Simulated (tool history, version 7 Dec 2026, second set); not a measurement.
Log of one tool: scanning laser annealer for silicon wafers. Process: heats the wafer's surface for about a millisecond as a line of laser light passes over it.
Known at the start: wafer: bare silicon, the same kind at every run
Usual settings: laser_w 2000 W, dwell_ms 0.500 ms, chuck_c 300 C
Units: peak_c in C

run 1 hour=0.0 | laser_w=2000 dwell_ms=0.500 chuck_c=300 | peak_c=1071
run 2 hour=15.8 | laser_w=2000 dwell_ms=0.500 chuck_c=300 | peak_c=1072
run 3 hour=33.3 | laser_w=2000 dwell_ms=0.500 chuck_c=300 | peak_c=1074
run 4 hour=53.5 | laser_w=2000 dwell_ms=0.500 chuck_c=300 | peak_c=1075
run 5 hour=73.8 | laser_w=2000 dwell_ms=0.452 chuck_c=300 | peak_c=1025
run 6 hour=95.4 | laser_w=2000 dwell_ms=0.452 chuck_c=300 | peak_c=1024
run 7 hour=107.2 | laser_w=1782 dwell_ms=0.500 chuck_c=300 | peak_c=974
run 8 hour=118.2 | laser_w=2000 dwell_ms=0.500 chuck_c=300 | peak_c=1073
run 9 hour=133.1 | laser_w=2000 dwell_ms=0.500 chuck_c=300 | peak_c=1072
run 10 hour=149.6 | laser_w=2000 dwell_ms=0.500 chuck_c=300 | peak_c=1074
run 11 hour=165.1 | laser_w=1921 dwell_ms=0.500 chuck_c=300 | peak_c=1034
run 12 hour=179.3 | laser_w=2000 dwell_ms=0.500 chuck_c=310 | peak_c=1079
run 13 hour=200.5 | laser_w=2000 dwell_ms=0.500 chuck_c=310 | peak_c=1080
run 14 hour=219.9 | laser_w=2000 dwell_ms=0.500 chuck_c=300 | peak_c=1072
run 15 hour=241.8 | laser_w=1824 dwell_ms=0.500 chuck_c=300 | peak_c=992
run 16 hour=253.5 | laser_w=1824 dwell_ms=0.500 chuck_c=300 | peak_c=991
run 17 hour=269.8 | laser_w=1824 dwell_ms=0.500 chuck_c=300 | peak_c=991
run 18 hour=287.3 | laser_w=2149 dwell_ms=0.500 chuck_c=300 | peak_c=1135
-- hour=290.8 window over the wafer cleaned
run 19 hour=299.8 | laser_w=1712 dwell_ms=0.500 chuck_c=300 | peak_c=932
run 20 hour=318.8 | laser_w=1712 dwell_ms=0.500 chuck_c=300 | peak_c=934

Run 21 comes next. What will it give?
run 21 hour=341.1 | laser_w=2114 dwell_ms=0.513 chuck_c=289 | peak_c=?

peak_c: 1116 C
Without the tool's hidden state the same run would have given peak_c 1154 C.

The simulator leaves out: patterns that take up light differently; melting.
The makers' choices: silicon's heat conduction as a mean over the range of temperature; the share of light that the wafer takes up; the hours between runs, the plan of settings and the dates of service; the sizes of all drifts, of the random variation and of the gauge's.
